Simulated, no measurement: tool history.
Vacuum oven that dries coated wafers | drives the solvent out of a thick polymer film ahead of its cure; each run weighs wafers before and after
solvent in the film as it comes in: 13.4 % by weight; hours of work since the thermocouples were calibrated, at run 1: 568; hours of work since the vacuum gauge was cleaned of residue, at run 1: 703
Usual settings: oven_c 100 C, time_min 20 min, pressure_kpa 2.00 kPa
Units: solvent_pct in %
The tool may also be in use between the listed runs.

run	day	oven_c	time_min	pressure_kpa	hours of work since the thermocouples were calibrated	hours of work since the vacuum gauge was cleaned of residue	solvent_pct
1	0.000	100	20	2.00	568	703	2.187
2	1.600	100	20	2.00	593	728	2.185
# day 3.517: oven's thermocouples calibrated
3	4.138	100	20	5.97	10	767	3.372
4	5.850	112	20	2.00	37	794	0.877
5	7.554	100	20	2.00	64	821	2.155
6	9.017	100	20	2.00	87	845	2.155
7	11.346	100	20	2.00	124	881	2.157
8	13.225	100	20	2.00	154	911	2.150
9	15.200	100	20	1.29	185	943	1.930
10	17.996	100	27	2.00	230	987	1.431
# day 19.229: oven's thermocouples calibrated, once more
11	20.371	106	27	2.00	18	1023	1.024
12	22.992	106	27	2.00	60	1065	1.027
13	25.654	106	27	2.00	102	1107	1.033
14	27.617	106	27	2.00	133	1138	1.022
15	29.654	106	27	2.00	165	1170	1.017
# day 29.867: vacuum gauge cleaned of residue and calibrated
16	30.958	106	27	2.00	185	17	0.954
17	33.579	111	20	2.00	226	59	0.983
18	35.308	111	20	2.00	254	86	0.995
19	36.475	111	20	2.00	272	105	0.997
20	38.596	111	20	2.00	306	138	0.992
21	40.629	100	20	6.50	338	171	3.646
22	42.242	100	20	6.50	364	196	3.642
23	43.917	100	20	6.50	390	223	3.633
24	45.500	100	20	6.50	415	248	3.628
25	47.129	97	21	2.88	441	274	2.854
26	48.683	87	34	2.00	466	298	2.790
27	51.275	87	11	4.28	507	339	7.401
28	52.754	87	27	4.28	530	363	4.560
29	54.400	99	20	2.00	556	389	2.376
30	57.229	96	20	1.27	601	434	2.621
# day 58.621: oven's thermocouples calibrated
31	58.646	85	24	2.78	0	455	4.673
32	60.483	96	31	3.04	30	484	2.064
33	62.250	101	16	2.00	58	512	2.748
34	64.329	110	20	3.72	90	545	1.461
35	65.496	103	31	3.28	109	563	1.374
36	68.212	88	29	3.28	152	607	3.633
37	70.742	85	18	2.00	192	647	5.320
38	73.575	85	18	2.00	237	692	5.320
39	75.254	91	20	2.00	264	718	3.745
40	77.096	91	20	2.00	293	747	3.746
41	79.838	100	19	2.61	336	791	2.524
42	82.171	98	25	5.08	373	828	2.912
43	84.400	95	25	4.13	409	863	3.074
44	86.250	110	16	3.24	438	892	1.755
45	88.338	107	26	1.42	471	925	0.749
46	90.521	107	26	1.42	506	960	0.757

Measured less the same run without the tool's hidden state. The same run-to-run variation is in both; the gauge's scatter may not be:
The hidden state here: true wafer temperature over the reading, C; true pressure over the reading, kPa; drift of the gauge itself on solvent_pct, %.
run	solvent_pct
1	-0.069
2	-0.071
3	-0.120
4	-0.034
5	-0.098
6	-0.100
7	-0.105
8	-0.108
9	-0.105
10	-0.067
11	+0.074
12	+0.074
13	+0.073
14	+0.072
15	+0.071
16	+0.001
17	+0.001
18	+0.000
19	-0.001
20	-0.002
21	-0.010
22	-0.013
23	-0.017
24	-0.021
25	-0.021
26	-0.018
27	-0.034
28	-0.037
29	-0.030
30	-0.038
31	-0.056
32	-0.030
33	-0.055
34	-0.028
35	-0.017
36	-0.068
37	-0.082
38	-0.088
39	-0.088
40	-0.092
41	-0.081
42	-0.083
43	-0.093
44	-0.070
45	-0.015
46	-0.015
